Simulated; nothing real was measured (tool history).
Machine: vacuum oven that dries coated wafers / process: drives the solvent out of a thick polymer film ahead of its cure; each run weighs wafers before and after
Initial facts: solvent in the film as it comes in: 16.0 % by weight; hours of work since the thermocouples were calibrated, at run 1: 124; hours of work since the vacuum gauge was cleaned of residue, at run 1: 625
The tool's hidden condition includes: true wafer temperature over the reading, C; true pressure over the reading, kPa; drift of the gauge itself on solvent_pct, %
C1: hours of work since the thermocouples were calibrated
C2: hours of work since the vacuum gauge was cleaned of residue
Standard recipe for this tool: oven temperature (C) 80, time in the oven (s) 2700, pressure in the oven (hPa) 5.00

{"run": 1, "hour": 0.0, "oven temperature (C)": 80, "time in the oven (s)": 2700, "pressure in the oven (hPa)": 5.0, "C1": 124, "C2": 625, "solvent left in the film (%)": 2.07}
{"run": 2, "hour": 19.0, "oven temperature (C)": 80, "time in the oven (s)": 1860, "pressure in the oven (hPa)": 5.0, "C1": 137, "C2": 638, "solvent left in the film (%)": 3.56}
{"run": 3, "hour": 37.4, "oven temperature (C)": 80, "time in the oven (s)": 1860, "pressure in the oven (hPa)": 5.0, "C1": 150, "C2": 651, "solvent left in the film (%)": 3.62}
{"run": 4, "hour": 47.4, "oven temperature (C)": 80, "time in the oven (s)": 1860, "pressure in the oven (hPa)": 5.0, "C1": 157, "C2": 657, "solvent left in the film (%)": 3.64}
{"run": 5, "hour": 67.5, "oven temperature (C)": 80, "time in the oven (s)": 2700, "pressure in the oven (hPa)": 5.0, "C1": 170, "C2": 671, "solvent left in the film (%)": 2.15}
{"run": 6, "hour": 80.0, "oven temperature (C)": 80, "time in the oven (s)": 2340, "pressure in the oven (hPa)": 5.0, "C1": 179, "C2": 680, "solvent left in the film (%)": 2.64}
{"run": 7, "hour": 97.7, "oven temperature (C)": 80, "time in the oven (s)": 2340, "pressure in the oven (hPa)": 5.0, "C1": 191, "C2": 692, "solvent left in the film (%)": 2.63}
{"run": 8, "hour": 116.7, "oven temperature (C)": 80, "time in the oven (s)": 2340, "pressure in the oven (hPa)": 5.0, "C1": 204, "C2": 704, "solvent left in the film (%)": 2.63}
{"run": 9, "hour": 135.9, "oven temperature (C)": 80, "time in the oven (s)": 2340, "pressure in the oven (hPa)": 5.0, "C1": 217, "C2": 718, "solvent left in the film (%)": 2.71}
{"run": 10, "hour": 149.8, "oven temperature (C)": 80, "time in the oven (s)": 1860, "pressure in the oven (hPa)": 5.0, "C1": 226, "C2": 727, "solvent left in the film (%)": 3.57}
{"run": 11, "hour": 159.5, "oven temperature (C)": 80, "time in the oven (s)": 1860, "pressure in the oven (hPa)": 5.0, "C1": 233, "C2": 734, "solvent left in the film (%)": 3.75}
{"run": 12, "hour": 177.7, "oven temperature (C)": 80, "time in the oven (s)": 1860, "pressure in the oven (hPa)": 5.0, "C1": 245, "C2": 746, "solvent left in the film (%)": 3.53}
{"run": 13, "hour": 188.4, "oven temperature (C)": 80, "time in the oven (s)": 1860, "pressure in the oven (hPa)": 5.0, "C1": 253, "C2": 753, "solvent left in the film (%)": 3.56}
{"run": 14, "hour": 201.3, "oven temperature (C)": 80, "time in the oven (s)": 1860, "pressure in the oven (hPa)": 5.0, "C1": 261, "C2": 762, "solvent left in the film (%)": 3.7}
{"run": 15, "hour": 219.2, "oven temperature (C)": 80, "time in the oven (s)": 1860, "pressure in the oven (hPa)": 5.0, "C1": 274, "C2": 774, "solvent left in the film (%)": 3.69}
{"run": 16, "hour": 229.6, "oven temperature (C)": 80, "time in the oven (s)": 1860, "pressure in the oven (hPa)": 5.0, "C1": 281, "C2": 781, "solvent left in the film (%)": 3.61}
{"run": 17, "hour": 250.5, "oven temperature (C)": 80, "time in the oven (s)": 1860, "pressure in the oven (hPa)": 5.0, "C1": 295, "C2": 796, "solvent left in the film (%)": 3.65}
{"run": 18, "hour": 266.9, "oven temperature (C)": 80, "time in the oven (s)": 2700, "pressure in the oven (hPa)": 5.0, "C1": 306, "C2": 807, "solvent left in the film (%)": 2.09}
{"run": 19, "hour": 283.6, "oven temperature (C)": 80, "time in the oven (s)": 1440, "pressure in the oven (hPa)": 5.0, "C1": 317, "C2": 818, "solvent left in the film (%)": 4.86}
{"hour": 286.3, "done": "vacuum gauge cleaned of residue and calibrated"}
{"run": 20, "hour": 295.6, "oven temperature (C)": 80, "time in the oven (s)": 1440, "pressure in the oven (hPa)": 5.0, "C1": 325, "C2": 6, "solvent left in the film (%)": 4.82}
{"run": 21, "hour": 307.0, "oven temperature (C)": 80, "time in the oven (s)": 1440, "pressure in the oven (hPa)": 5.0, "C1": 332, "C2": 14, "solvent left in the film (%)": 4.85}
{"run": 22, "hour": 326.1, "oven temperature (C)": 80, "time in the oven (s)": 1440, "pressure in the oven (hPa)": 5.0, "C1": 345, "C2": 27, "solvent left in the film (%)": 4.95}
{"run": 23, "hour": 348.0, "oven temperature (C)": 80, "time in the oven (s)": 1440, "pressure in the oven (hPa)": 2.62, "C1": 360, "C2": 42, "solvent left in the film (%)": 4.81}
{"run": 24, "hour": 365.8, "oven temperature (C)": 80, "time in the oven (s)": 1440, "pressure in the oven (hPa)": 2.62, "C1": 372, "C2": 54, "solvent left in the film (%)": 4.84}
{"run": 25, "hour": 375.6, "oven temperature (C)": 89, "time in the oven (s)": 4320, "pressure in the oven (hPa)": 5.0, "C1": 379, "C2": 61, "solvent left in the film (%)": 0.32}
{"run": 26, "hour": 386.6, "oven temperature (C)": 87, "time in the oven (s)": 2460, "pressure in the oven (hPa)": 6.41, "C1": 386, "C2": 68, "solvent left in the film (%)": 1.45}
{"hour": 401.0, "done": "vacuum gauge cleaned of residue and calibrated, once more"}
{"run": 27, "hour": 406.1, "oven temperature (C)": 86, "time in the oven (s)": 2460, "pressure in the oven (hPa)": 12.04, "C1": 399, "C2": 3, "solvent left in the film (%)": 1.64}
{"run": 28, "hour": 418.8, "oven temperature (C)": 86, "time in the oven (s)": 2460, "pressure in the oven (hPa)": 12.04, "C1": 407, "C2": 12, "solvent left in the film (%)": 1.73}
{"run": 29, "hour": 428.1, "oven temperature (C)": 74, "time in the oven (s)": 2160, "pressure in the oven (hPa)": 6.97, "C1": 414, "C2": 18, "solvent left in the film (%)": 4.26}
{"run": 30, "hour": 443.0, "oven temperature (C)": 70, "time in the oven (s)": 2160, "pressure in the oven (hPa)": 7.97, "C1": 424, "C2": 29, "solvent left in the film (%)": 5.33}
{"run": 31, "hour": 464.0, "oven temperature (C)": 70, "time in the oven (s)": 2160, "pressure in the oven (hPa)": 7.97, "C1": 438, "C2": 43, "solvent left in the film (%)": 5.31}
{"run": 32, "hour": 482.0, "oven temperature (C)": 67, "time in the oven (s)": 2160, "pressure in the oven (hPa)": 15.72, "C1": 450, "C2": 55, "solvent left in the film (%)": 6.55}
{"run": 33, "hour": 496.5, "oven temperature (C)": 67, "time in the oven (s)": 2160, "pressure in the oven (hPa)": 15.72, "C1": 460, "C2": 65, "solvent left in the film (%)": 6.43}
{"run": 34, "hour": 507.6, "oven temperature (C)": 80, "time in the oven (s)": 2700, "pressure in the oven (hPa)": 17.55, "C1": 468, "C2": 72, "solvent left in the film (%)": 2.6}
{"run": 35, "hour": 524.8, "oven temperature (C)": 90, "time in the oven (s)": 3720, "pressure in the oven (hPa)": 6.36, "C1": 479, "C2": 84, "solvent left in the film (%)": 0.41}
{"run": 36, "hour": 546.3, "oven temperature (C)": 90, "time in the oven (s)": 3720, "pressure in the oven (hPa)": 6.36, "C1": 494, "C2": 99, "solvent left in the film (%)": 0.46}
{"run": 37, "hour": 566.8, "oven temperature (C)": 90, "time in the oven (s)": 3720, "pressure in the oven (hPa)": 6.36, "C1": 508, "C2": 113, "solvent left in the film (%)": 0.46}
{"run": 38, "hour": 576.0, "oven temperature (C)": 75, "time in the oven (s)": 3480, "pressure in the oven (hPa)": 13.35, "C1": 514, "C2": 119, "solvent left in the film (%)": 2.43}
{"run": 39, "hour": 591.2, "oven temperature (C)": 80, "time in the oven (s)": 2580, "pressure in the oven (hPa)": 8.92, "C1": 525, "C2": 129, "solvent left in the film (%)": 2.49}
{"run": 40, "hour": 603.5, "oven temperature (C)": 88, "time in the oven (s)": 2700, "pressure in the oven (hPa)": 5.0, "C1": 533, "C2": 138, "solvent left in the film (%)": 1.01}
{"run": 41, "hour": 614.7, "oven temperature (C)": 84, "time in the oven (s)": 1380, "pressure in the oven (hPa)": 17.12, "C1": 541, "C2": 145, "solvent left in the film (%)": 4.51}
{"run": 42, "hour": 624.0, "oven temperature (C)": 69, "time in the oven (s)": 1620, "pressure in the oven (hPa)": 2.76, "C1": 547, "C2": 152, "solvent left in the film (%)": 6.71}
{"run": 43, "hour": 639.4, "oven temperature (C)": 93, "time in the oven (s)": 2160, "pressure in the oven (hPa)": 6.31, "C1": 557, "C2": 162, "solvent left in the film (%)": 1.01}
{"run": 44, "hour": 661.0, "oven temperature (C)": 80, "time in the oven (s)": 4200, "pressure in the oven (hPa)": 5.0, "C1": 572, "C2": 177, "solvent left in the film (%)": 0.85}
{"run": 45, "hour": 677.2, "oven temperature (C)": 82, "time in the oven (s)": 2220, "pressure in the oven (hPa)": 4.67, "C1": 583, "C2": 188, "solvent left in the film (%)": 2.5}
{"run": 46, "hour": 692.7, "oven temperature (C)": 76, "time in the oven (s)": 4380, "pressure in the oven (hPa)": 4.33, "C1": 594, "C2": 198, "solvent left in the film (%)": 1.23}

What if the next run were any one of these 3? Each begins from the tool's condition after run 46:
{"run": "A", "hour": 703.4, "oven temperature (C)": 79, "time in the oven (s)": 4380, "pressure in the oven (hPa)": 4.33, "C1": 601, "C2": 206, "solvent left in the film (%)": "?"}
{"run": "B", "hour": 703.4, "oven temperature (C)": 87, "time in the oven (s)": 1680, "pressure in the oven (hPa)": 5.0, "C1": 601, "C2": 206, "solvent left in the film (%)": "?"}
{"run": "C", "hour": 703.4, "oven temperature (C)": 76, "time in the oven (s)": 4380, "pressure in the oven (hPa)": 10.05, "C1": 601, "C2": 206, "solvent left in the film (%)": "?"}

run=A solvent_left_in_the_film_(%)=0.88
run=B solvent_left_in_the_film_(%)=2.68
run=C solvent_left_in_the_film_(%)=1.51
Without the tool's unlogged condition, the same runs would have read:
run=A solvent_left_in_the_film_(%)=0.83
run=B solvent_left_in_the_film_(%)=2.60
run=C solvent_left_in_the_film_(%)=1.44
